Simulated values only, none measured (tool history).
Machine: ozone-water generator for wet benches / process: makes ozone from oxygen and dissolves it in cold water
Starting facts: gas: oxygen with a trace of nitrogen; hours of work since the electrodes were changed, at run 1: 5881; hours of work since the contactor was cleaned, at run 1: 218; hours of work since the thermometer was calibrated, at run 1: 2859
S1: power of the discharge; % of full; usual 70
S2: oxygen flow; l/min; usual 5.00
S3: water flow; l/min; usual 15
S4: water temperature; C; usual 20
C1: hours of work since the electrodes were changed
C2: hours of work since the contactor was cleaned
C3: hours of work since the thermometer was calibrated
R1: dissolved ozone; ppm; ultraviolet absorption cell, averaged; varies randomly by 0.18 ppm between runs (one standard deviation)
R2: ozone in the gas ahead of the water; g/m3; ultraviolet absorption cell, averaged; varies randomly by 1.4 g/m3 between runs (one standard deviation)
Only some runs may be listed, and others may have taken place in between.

run	day	S1	S2	S3	S4	C1	C2	C3	R1	R2
1	0.000	70	5.00	15	20	5881	218	2859	25.7	256.5
2	3.758	70	5.00	15	14	5971	307	2949	28.0	259.9
3	7.929	70	5.00	15	14	6071	407	3048	28.2	257.2
4	11.500	70	8.53	15	20	6156	492	3133	24.8	203.1
5	17.358	70	5.00	15	20	6295	632	3273	25.4	259.2
6	22.317	70	5.00	15	20	6414	750	3391	25.6	259.2
7	27.592	70	7.61	15	20	6540	876	3517	25.2	214.1
8	30.358	70	7.61	15	20	6606	942	3583	25.1	217.9
9	34.229	70	5.00	15	20	6698	1034	3676	25.4	259.2
10	38.775	70	3.67	15	20	6806	1143	3784	25.0	298.0
11	41.604	70	3.67	15	20	6874	1210	3851	25.0	302.7
12	46.700	70	3.67	15	20	6995	1332	3973	25.1	299.6
13	50.700	70	3.67	15	20	7091	1427	4068	25.1	301.4
14	56.883	68	3.67	15	20	7238	1575	4216	24.7	297.5
15	60.817	70	5.00	15	25	7332	1668	4310	23.3	263.5
16	64.671	70	5.00	15	13	7424	1760	4402	28.4	263.1
17	69.971	70	5.00	15	13	7550	1887	4528	28.3	267.3
18	72.754	70	5.00	19	20	7617	1953	4594	21.4	263.3
19	77.912	70	5.00	19	20	7740	2076	4717	21.3	261.5
# day 80.279: electrodes of the discharge changed
20	82.067	70	4.96	23	20	43	2169	4811	18.6	264.1
21	85.625	42	4.96	23	20	128	2254	4895	13.3	192.4
22	91.475	71	4.96	23	24	267	2394	5035	17.4	267.5
23	96.471	57	5.42	22	21	386	2513	5154	16.9	225.8

Each row is a separate what-if for the run after 23, all from the same tool condition, not one after another. Results?
A	100.712	91	3.65	13	20	487	2614	5255	?	?
B	100.712	57	5.42	18	21	487	2614	5255	?	?
C	100.712	94	5.42	16	19	487	2614	5255	?	?

run	R1	R2
A	32.9	356.2
B	19.4	225.8
C	29.7	305.1
What these runs would have given with no unlogged condition in the tool:
run	R1	R2
A	32.9	348.3
B	19.4	220.8
C	29.7	298.3

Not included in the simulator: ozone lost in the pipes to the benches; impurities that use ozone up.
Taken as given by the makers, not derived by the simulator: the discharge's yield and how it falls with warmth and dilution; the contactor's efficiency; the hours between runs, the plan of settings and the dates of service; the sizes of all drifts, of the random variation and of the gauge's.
